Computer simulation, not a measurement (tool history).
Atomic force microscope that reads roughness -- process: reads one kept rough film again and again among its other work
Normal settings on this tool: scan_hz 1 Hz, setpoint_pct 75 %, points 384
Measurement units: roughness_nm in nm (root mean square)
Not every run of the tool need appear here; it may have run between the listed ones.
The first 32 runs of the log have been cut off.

run	hour	scan_hz	setpoint_pct	points	roughness_nm
# hour 1940.8: new tip fitted
33	1988.6	3.66	70	929	1.41
34	2061.4	0.86	61	966	1.438
# hour 2073.4: new tip fitted
35	2121	3.3	61	278	1.505
36	2162.4	3.3	61	926	1.435
# hour 2200.8: new tip fitted
37	2240.5	3.3	61	926	1.538
38	2279.8	1	61	517	1.532
39	2317.5	1	61	517	1.433
# hour 2331.8: new tip fitted
40	2387.5	1	60	579	1.58
41	2427.1	0.9	80	425	1.415
# hour 2459.5: new tip fitted
42	2508.6	0.9	80	425	1.498
43	2562.6	0.9	80	425	1.367
# hour 2591.8: new tip fitted
44	2617.8	1.6	58	286	1.63
45	2694.6	1.6	58	286	1.429
# hour 2723.7: new tip fitted
46	2767.6	1.6	58	286	1.564
# hour 2851.5: new tip fitted
47	2852.4	1.6	58	286	1.7
48	2923	0.58	55	568	1.552
49	2971.4	1	83	384	1.339
# hour 2979.1: new tip fitted
# hour 2980.1: height scale calibrated on a step standard
50	3037	1	83	384	1.499

Branching from run 50: 5 alternative next runs. What would each branch give?
A	3072.2	1	61	389	?
B	3072.2	1	83	748	?
C	3072.2	1	63	358	?
D	3072.2	1	58	384	?
E	3072.2	1.64	75	384	?

run	roughness_nm
A	1.516
B	1.433
C	1.527
D	1.529
E	1.429
Stripped of hidden state, with their random variation kept, the same runs would have yielded:
run	roughness_nm
A	1.748
B	1.653
C	1.761
D	1.763
E	1.648
